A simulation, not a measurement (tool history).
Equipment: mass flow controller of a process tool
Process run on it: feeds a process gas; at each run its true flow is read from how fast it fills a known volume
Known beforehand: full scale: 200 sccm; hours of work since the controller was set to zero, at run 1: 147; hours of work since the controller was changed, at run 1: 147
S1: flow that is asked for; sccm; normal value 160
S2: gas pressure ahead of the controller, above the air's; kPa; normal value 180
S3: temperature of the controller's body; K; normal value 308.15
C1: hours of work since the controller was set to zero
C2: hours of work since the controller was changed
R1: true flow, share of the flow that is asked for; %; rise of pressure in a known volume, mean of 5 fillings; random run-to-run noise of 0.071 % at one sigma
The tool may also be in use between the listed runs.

| run | hour | S1 | S2 | S3 | C1 | C2 | R1 |
|---|---|---|---|---|---|---|---|
| 1 | 0 | 160 | 180 | 308.15 | 147 | 147 | 100.42 |
| 2 | 55.7 | 160 | 180 | 308.15 | 166 | 166 | 100.45 |
| 3 | 91.8 | 160 | 180 | 308.15 | 178 | 178 | 100.54 |
| 4 | 139.5 | 160 | 180 | 308.15 | 194 | 194 | 100.35 |
| 5 | 202.5 | 160 | 180 | 308.15 | 215 | 215 | 100.58 |
| 6 | 241.9 | 160 | 180 | 308.15 | 228 | 228 | 100.49 |
| 7 | 303.2 | 160 | 180 | 308.15 | 249 | 249 | 100.55 |
| 8 | 345 | 145 | 180 | 308.15 | 263 | 263 | 100.22 |
| 9 | 411.5 | 160 | 180 | 308.15 | 285 | 285 | 100.65 |
| 10 | 458.8 | 160 | 180 | 308.15 | 301 | 301 | 100.48 |
| 11 | 494.6 | 160 | 180 | 308.15 | 313 | 313 | 100.55 |
| 12 | 543.5 | 160 | 180 | 308.15 | 329 | 329 | 100.65 |
| 13 | 602 | 160 | 180 | 308.15 | 349 | 349 | 100.58 |
| 14 | 651.2 | 160 | 180 | 300.15 | 365 | 365 | 99.91 |
| 15 | 722.5 | 160 | 180 | 300.15 | 389 | 389 | 99.95 |
| 16 | 765.6 | 22 | 180 | 300.15 | 404 | 404 | 97.57 |
| 17 | 829.6 | 22 | 180 | 300.15 | 425 | 425 | 97.7 |
| 18 | 874.9 | 22 | 180 | 300.15 | 440 | 440 | 97.46 |
| 19 | 922.7 | 160 | 180 | 308.15 | 456 | 456 | 100.47 |
| 20 | 994.1 | 160 | 180 | 308.15 | 480 | 480 | 100.6 |
| 21 | 1050.2 | 160 | 180 | 308.15 | 499 | 499 | 100.44 |
| 22 | 1119.6 | 160 | 221 | 294.15 | 522 | 522 | 99.57 |
| 23 | 1182.9 | 64 | 221 | 302.15 | 543 | 543 | 98.66 |
| 24 | 1234.8 | 64 | 232 | 307.15 | 561 | 561 | 99.17 |
| 25 | 1297.3 | 64 | 232 | 307.15 | 581 | 581 | 99.2 |
| 26 | 1331.9 | 141 | 274 | 293.15 | 593 | 593 | 99.6 |
| 27 | 1403.1 | 44 | 180 | 297.15 | 617 | 617 | 97.96 |
| 28 | 1439.6 | 159 | 180 | 312.15 | 629 | 629 | 100.98 |
| 29 | 1484.6 | 42 | 254 | 310.15 | 644 | 644 | 99.16 |
| 30 | 1526.3 | 21 | 152 | 299.15 | 658 | 658 | 97.19 |
| 31 | 1583.7 | 127 | 186 | 308.15 | 677 | 677 | 100.08 |
| 32 | 1631.7 | 48 | 254 | 303.15 | 693 | 693 | 98.78 |
| 33 | 1665 | 25 | 180 | 300.15 | 704 | 704 | 97.63 |
| 34 | 1718.3 | 25 | 180 | 300.15 | 722 | 722 | 97.54 |
| 35 | 1784.1 | 28 | 181 | 295.15 | 744 | 744 | 97.33 |
| 36 | 1843.6 | 38 | 241 | 297.15 | 764 | 764 | 98.1 |
| 37 | 1882.5 | 38 | 241 | 297.15 | 777 | 777 | 97.9 |
| 38 | 1947.1 | 82 | 225 | 297.15 | 799 | 799 | 98.71 |
| 39 | 2003.5 | 82 | 225 | 297.15 | 818 | 818 | 98.71 |
| 40 | 2052.5 | 58 | 202 | 301.15 | 834 | 834 | 98.57 |

Below are 4 alternative next runs, each starting from the tool's condition after run 40. Predict each:
| A | 2111.9 | 44 | 143 | 312.15 | 854 | 854 | ? |
| B | 2111.9 | 58 | 215 | 303.15 | 854 | 854 | ? |
| C | 2111.9 | 147 | 143 | 306.15 | 854 | 854 | ? |
| D | 2111.9 | 126 | 202 | 312.15 | 854 | 854 | ? |

| run | R1 |
|---|---|
| A | 99.05 |
| B | 98.77 |
| C | 100.04 |
| D | 100.46 |
Take away the tool's hidden state, keep each run's random variation, and the runs would have read:
| run | R1 |
|---|---|
| A | 98.88 |
| B | 98.52 |
| C | 99.63 |
| D | 100.06 |

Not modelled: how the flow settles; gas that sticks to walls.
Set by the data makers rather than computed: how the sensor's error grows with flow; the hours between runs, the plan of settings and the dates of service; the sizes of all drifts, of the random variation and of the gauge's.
